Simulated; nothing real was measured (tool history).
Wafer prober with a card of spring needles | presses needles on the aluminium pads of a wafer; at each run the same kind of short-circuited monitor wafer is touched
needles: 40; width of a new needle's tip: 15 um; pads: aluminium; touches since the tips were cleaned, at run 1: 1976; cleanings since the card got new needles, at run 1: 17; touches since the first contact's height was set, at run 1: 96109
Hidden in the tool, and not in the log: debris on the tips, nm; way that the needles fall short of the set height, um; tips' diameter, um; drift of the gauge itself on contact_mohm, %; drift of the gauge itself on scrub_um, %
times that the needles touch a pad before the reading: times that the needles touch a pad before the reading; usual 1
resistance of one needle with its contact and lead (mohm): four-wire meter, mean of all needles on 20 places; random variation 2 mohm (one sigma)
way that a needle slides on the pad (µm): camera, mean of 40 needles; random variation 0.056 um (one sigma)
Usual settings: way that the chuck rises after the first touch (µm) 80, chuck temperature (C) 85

run	hour	way that the chuck rises after the first touch (µm)	chuck temperature (C)	times that the needles touch a pad before the reading	touches since the tips were cleaned	cleanings since the card got new needles	touches since the first contact's height was set	resistance of one needle with its contact and lead (mohm)	way that a needle slides on the pad (µm)
1	0	80	85	1	1976	17	96109	222	18.04
# hour 12.7: tips cleaned on abrasive film
2	28.1	80	117	1	3492	18	102438	232	18.09
# hour 34.6: tips cleaned on abrasive film
3	50.6	80	117	1	3617	19	107508	231	18.12
# hour 57: tips cleaned on abrasive film
4	75.8	80	117	1	4240	20	113163	226	18.08
# hour 80.4: tips cleaned on abrasive film
# hour 101.6: tips cleaned on abrasive film
5	102.5	80	117	1	210	22	119166	230	18.08
# hour 122.5: tips cleaned on abrasive film
6	126.6	80	117	1	943	23	124594	228	18.07
7	140.8	80	85	1	4146	23	127797	221	18.03
# hour 143.9: tips cleaned on abrasive film
# hour 165: tips cleaned on abrasive film
8	173.2	80	85	1	1850	25	135078	220	18.08
# hour 186.8: tips cleaned on abrasive film
9	200.8	80	85	1	3157	26	141278	221	18.11
# hour 208.9: tips cleaned on abrasive film
10	216	87	85	1	1618	27	144704	220	19.67
# hour 230.9: tips cleaned on abrasive film
11	233.4	87	85	1	556	28	148607	221	19.75
# hour 252: tips cleaned on abrasive film
12	263.4	87	85	1	2589	29	155374	221	19.6
# hour 274.6: tips cleaned on abrasive film
# hour 295.4: tips cleaned on abrasive film
13	295.4	80	85	1	0	31	162553	225	18.11
# hour 318.8: tips cleaned on abrasive film
14	328.6	80	85	1	2210	32	170028	220	17.97
# hour 340.6: tips cleaned on abrasive film
15	342.7	97	85	1	485	33	173206	216	22.13
# hour 363.1: tips cleaned on abrasive film
# hour 367.8: height of the first contact set anew
16	373.5	97	85	1	2290	34	1288	222	22.03
# hour 385.4: tips cleaned on abrasive film
17	391.3	97	85	1	1338	35	5287	217	21.93
# hour 407.6: tips cleaned on abrasive film
18	414.6	94	85	2	1581	36	10539	222	21.19
# hour 428.4: tips cleaned on abrasive film
19	431.5	61	70	2	692	37	14328	222	13.82
# hour 450.6: tips cleaned on abrasive film
20	454.7	61	34	2	918	38	19551	213	13.76
# hour 471.8: tips cleaned on abrasive film
21	473.6	90	38	1	403	39	23805	203	20.38
# hour 493.8: tips cleaned on abrasive film
22	498.7	65	44	3	1103	40	29440	214	14.64
# hour 515.6: tips cleaned on abrasive film
23	529.3	65	44	3	3096	41	36350	219	14.7
# hour 538.6: tips cleaned on abrasive film
24	546.7	67	85	1	1842	42	40262	223	15.1
# hour 561.1: tips cleaned on abrasive film
25	562.9	80	50	2	408	43	43892	214	18.03
# hour 582.5: tips cleaned on abrasive film
26	593.6	64	85	1	2515	44	50807	227	14.44
# hour 604.5: tips cleaned on abrasive film
27	609.6	80	109	2	1171	45	54410	228	18.11
# hour 626.7: tips cleaned on abrasive film
28	640.5	80	109	2	3118	46	61363	226	18.03
# hour 648.1: tips cleaned on abrasive film
# hour 669.3: tips cleaned on abrasive film
29	669.3	61	46	2	9	48	67825	217	13.74
30	688.3	62	96	1	4307	48	72123	225	14.15
# hour 690.8: tips cleaned on abrasive film
# hour 712.3: tips cleaned on abrasive film
31	717.8	74	42	3	1255	50	78754	209	16.68
# hour 733.2: tips cleaned on abrasive film
32	744.9	60	50	1	2627	51	84835	216	13.56
# hour 754: tips cleaned on abrasive film
33	760.8	65	85	1	1530	52	88407	227	14.66

4 ways to go on from here, each from the tool as it stands after run 33. What would each give?
A	774.4	65	55	2	4624	52	91501	?	?
B	774.4	79	75	1	4624	52	91501	?	?
C	774.4	80	85	3	4624	52	91501	?	?
D	774.4	65	85	1	4624	52	91501	?	?

run	resistance of one needle with its contact and lead (mohm)	way that a needle slides on the pad (µm)
A	217	14.71
B	220	17.98
C	223	18.03
D	224	14.78
Without the tool's hidden state the same runs would have given:
run	resistance of one needle with its contact and lead (mohm)	way that a needle slides on the pad (µm)
A	217	14.71
B	220	17.98
C	222	18.03
D	224	14.78
